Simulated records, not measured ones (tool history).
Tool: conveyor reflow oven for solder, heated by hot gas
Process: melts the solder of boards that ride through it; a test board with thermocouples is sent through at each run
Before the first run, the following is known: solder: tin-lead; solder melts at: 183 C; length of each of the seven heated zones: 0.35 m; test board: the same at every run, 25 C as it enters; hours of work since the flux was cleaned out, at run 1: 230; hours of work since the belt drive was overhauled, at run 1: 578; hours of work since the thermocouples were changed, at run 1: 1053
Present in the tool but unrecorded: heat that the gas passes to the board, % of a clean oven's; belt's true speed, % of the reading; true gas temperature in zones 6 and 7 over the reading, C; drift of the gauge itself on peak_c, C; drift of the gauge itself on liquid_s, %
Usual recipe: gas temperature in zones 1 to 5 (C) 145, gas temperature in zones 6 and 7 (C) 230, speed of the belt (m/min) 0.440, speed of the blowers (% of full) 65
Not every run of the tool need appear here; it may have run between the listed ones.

run	hour	gas temperature in zones 1 to 5 (C)	gas temperature in zones 6 and 7 (C)	speed of the belt (m/min)	speed of the blowers (% of full)	hours of work since the flux was cleaned out	hours of work since the belt drive was overhauled	hours of work since the thermocouples were changed	highest temperature of the board (C)	time above the solder's melting point (s)
1	0.0	145	230	0.440	65	230	578	1053	213.3	70.3
2	23.7	150	230	0.440	65	243	591	1066	214.2	73.8
3	44.8	150	230	0.440	52	255	603	1077	210.6	68.9
4	72.8	150	230	0.440	52	270	618	1093	210.5	68.2
5	97.6	150	230	0.440	52	284	632	1106	210.4	68.3
6	129.0	150	230	0.440	52	301	649	1124	210.2	68.5
7	157.7	150	230	0.440	52	317	665	1139	210.4	68.3
# hour 182.6: flux residue cleaned out of gas plates and filters
8	194.7	145	230	0.440	65	7	682	1157	215.6	73.6
# hour 221.2: thermocouples of zones 6 and 7 changed
9	227.3	145	230	0.440	65	23	699	3	214.6	72.5
10	244.1	145	230	0.440	65	33	708	13	214.1	72.2
11	270.0	145	230	0.366	66	47	723	27	219.3	94.9
12	288.5	145	238	0.440	70	57	733	37	221.6	79.9
13	301.5	148	239	0.458	79	64	740	44	224.0	79.9
14	324.2	148	239	0.459	86	77	752	57	224.8	80.5
15	354.4	147	226	0.512	68	93	769	73	207.0	54.2
16	377.4	152	230	0.466	53	106	782	86	210.2	65.5
17	396.6	152	228	0.466	53	116	792	96	208.3	63.8
18	423.3	152	228	0.466	53	131	807	111	208.3	63.5
19	450.3	132	226	0.440	65	146	822	126	207.4	57.9
20	468.0	145	233	0.440	65	156	831	135	216.0	73.7

4 options for the next run, each taken on its own from the tool as it stands now. Forecast them:
A	495.3	145	230	0.519	65	171	846	150	?	?
B	495.3	150	230	0.416	59	171	846	150	?	?
C	495.3	145	230	0.388	84	171	846	150	?	?
D	495.3	145	233	0.440	65	171	846	150	?	?

run	highest temperature of the board (C)	time above the solder's melting point (s)
A	207.5	52.6
B	214.4	79.3
C	219.9	90.4
D	215.7	73.9
With no hidden state in the tool, these same runs would have given:
run	highest temperature of the board (C)	time above the solder's melting point (s)
A	208.6	53.4
B	215.0	79.0
C	220.6	89.9
D	216.5	73.9

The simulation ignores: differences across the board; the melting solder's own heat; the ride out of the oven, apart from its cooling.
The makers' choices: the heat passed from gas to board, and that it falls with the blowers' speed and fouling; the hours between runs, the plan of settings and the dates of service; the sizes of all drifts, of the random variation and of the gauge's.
